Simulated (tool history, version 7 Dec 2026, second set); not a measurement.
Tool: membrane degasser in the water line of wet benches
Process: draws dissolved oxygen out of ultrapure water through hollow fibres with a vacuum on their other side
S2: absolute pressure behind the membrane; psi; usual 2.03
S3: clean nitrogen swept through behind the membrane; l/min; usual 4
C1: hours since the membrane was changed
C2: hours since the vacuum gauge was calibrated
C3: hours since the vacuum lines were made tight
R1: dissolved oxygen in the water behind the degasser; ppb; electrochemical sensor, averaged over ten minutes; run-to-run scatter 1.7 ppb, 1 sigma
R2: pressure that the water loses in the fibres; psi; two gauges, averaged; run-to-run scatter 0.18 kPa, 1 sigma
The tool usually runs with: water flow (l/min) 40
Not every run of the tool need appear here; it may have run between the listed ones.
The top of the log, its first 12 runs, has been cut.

run 13 hour=565 | water_flow_(l/min)=30 S2=2.03 S3=4 | C1=2673 C2=3020 C3=2155 | R1=195 R2=3.484
run 14 hour=617.9 | water_flow_(l/min)=30 S2=2.03 S3=4 | C1=2725 C2=3073 C3=2208 | R1=198.1 R2=3.493
run 15 hour=671.5 | water_flow_(l/min)=40 S2=2.03 S3=10.26 | C1=2779 C2=3127 C3=2262 | R1=112.9 R2=4.638
run 16 hour=720.9 | water_flow_(l/min)=40 S2=2.03 S3=10.26 | C1=2828 C2=3176 C3=2311 | R1=113.6 R2=4.637
run 17 hour=754.6 | water_flow_(l/min)=40 S2=2.03 S3=10.26 | C1=2862 C2=3210 C3=2345 | R1=111.6 R2=4.702
run 18 hour=813.9 | water_flow_(l/min)=49 S2=2.06 S3=4 | C1=2921 C2=3269 C3=2404 | R1=337.3 R2=5.725
run 19 hour=856.1 | water_flow_(l/min)=28 S2=1.57 S3=4 | C1=2964 C2=3311 C3=2446 | R1=130 R2=3.271
run 20 hour=887.5 | water_flow_(l/min)=46 S2=2.71 S3=10.85 | C1=2995 C2=3343 C3=2478 | R1=177.4 R2=5.372
run 21 hour=944.7 | water_flow_(l/min)=40 S2=4.76 S3=4 | C1=3052 C2=3400 C3=2535 | R1=657.9 R2=4.657
run 22 hour=977.2 | water_flow_(l/min)=39 S2=2.83 S3=3.56 | C1=3085 C2=3432 C3=2567 | R1=411.6 R2=4.559
run 23 hour=1038.9 | water_flow_(l/min)=39 S2=2.83 S3=3.56 | C1=3146 C2=3494 C3=2629 | R1=414.9 R2=4.589
run 24 hour=1076.4 | water_flow_(l/min)=39 S2=2.83 S3=3.56 | C1=3184 C2=3532 C3=2667 | R1=416 R2=4.506
run 25 hour=1134.9 | water_flow_(l/min)=36 S2=2.13 S3=3.56 | C1=3242 C2=3590 C3=2725 | R1=275.9 R2=4.235
run 26 hour=1191.7 | water_flow_(l/min)=40 S2=2.03 S3=4.24 | C1=3299 C2=3647 C3=2782 | R1=247.8 R2=4.689
run 27 hour=1244.7 | water_flow_(l/min)=26 S2=2.03 S3=7.44 | C1=3352 C2=3700 C3=2835 | R1=95.5 R2=3.028
run 28 hour=1279 | water_flow_(l/min)=46 S2=2.03 S3=4 | C1=3386 C2=3734 C3=2869 | R1=302.8 R2=5.397
run 29 hour=1343.1 | water_flow_(l/min)=28 S2=2.35 S3=4 | C1=3451 C2=3798 C3=2933 | R1=220.4 R2=3.287
run 30 hour=1377.2 | water_flow_(l/min)=31 S2=1.44 S3=11.93 | C1=3485 C2=3832 C3=2967 | R1=46.4 R2=3.595
run 31 hour=1416.3 | water_flow_(l/min)=40 S2=2.03 S3=10.05 | C1=3524 C2=3872 C3=3007 | R1=116.1 R2=4.666
run 32 hour=1477.2 | water_flow_(l/min)=45 S2=3.09 S3=2.48 | C1=3585 C2=3932 C3=3067 | R1=697.8 R2=5.295
run 33 hour=1511.7 | water_flow_(l/min)=37 S2=2.03 S3=4 | C1=3619 C2=3967 C3=3102 | R1=239.8 R2=4.373

3 options for the next run, each taken on its own from the tool as it stands now. Forecast them:
run A hour=1568.2 | water_flow_(l/min)=37 S2=3.25 S3=4 | C1=3676 C2=4023 C3=3158 | R1=? R2=?
run B hour=1568.2 | water_flow_(l/min)=37 S2=1.32 S3=2.23 | C1=3676 C2=4023 C3=3158 | R1=? R2=?
run C hour=1568.2 | water_flow_(l/min)=29 S2=3.48 S3=4 | C1=3676 C2=4023 C3=3158 | R1=? R2=?

run=A R1=413.8 R2=4.344
run=B R1=232.9 R2=4.325
run=C R1=360.1 R2=3.424
With the hidden condition removed and each run's random variation left untouched, the same runs would have given:
run=A R1=405.9 R2=4.203
run=B R1=225 R2=4.186
run=C R1=352.8 R2=3.314
